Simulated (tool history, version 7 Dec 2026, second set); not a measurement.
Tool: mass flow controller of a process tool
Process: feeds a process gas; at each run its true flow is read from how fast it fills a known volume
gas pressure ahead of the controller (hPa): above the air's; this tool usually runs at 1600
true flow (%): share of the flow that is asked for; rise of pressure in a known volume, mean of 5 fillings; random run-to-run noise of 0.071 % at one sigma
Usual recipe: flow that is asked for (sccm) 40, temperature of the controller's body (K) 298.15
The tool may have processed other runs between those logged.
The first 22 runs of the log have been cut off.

run,day,flow that is asked for (sccm),gas pressure ahead of the controller (hPa),temperature of the controller's body (K),hours of work since the controller was set to zero,hours of work since the controller was changed,true flow (%)
23,316.021,9,1600,294.15,4231,4231,97.75
24,335.129,9,1600,294.15,4403,4403,97.65
25,355.654,20,2210,294.15,4588,4588,98.05
26,373.817,20,2210,294.15,4751,4751,98.08
27,392.012,20,2210,294.15,4915,4915,98.11
28,410.333,20,2210,294.15,5080,5080,98.07
29,426.692,15,1900,300.15,5227,5227,98.34
30,443,40,2190,305.15,5374,5374,99.78
31,458.146,40,2190,305.15,5511,5511,99.57
32,472.833,40,1600,300.15,5643,5643,99.65
33,491.971,7,1600,307.15,5815,5815,98.3
34,508.625,44,1410,313.15,5965,5965,100.49
35,517.921,16,2060,309.15,6049,6049,98.68

Predict each of these 5 candidate next runs independently; none follows another, all start after run 35:
# day 523.7: controller's zero set anew
A,538.188,40,1600,308.15,130,6231,?
# day 523.7: controller's zero set anew
B,538.188,13,2160,300.15,130,6231,?
# day 523.7: controller's zero set anew
C,538.188,42,2620,309.15,130,6231,?
# day 523.7: controller's zero set anew
D,538.188,47,2290,310.15,130,6231,?
# day 523.7: controller's zero set anew
E,538.188,6,1600,298.15,130,6231,?

run,true flow (%)
A,100.03
B,97.83
C,99.83
D,100.22
E,97.82
With the hidden condition removed and each run's random variation left untouched, the same runs would have given:
run,true flow (%)
A,100.05
B,97.86
C,99.86
D,100.24
E,97.84
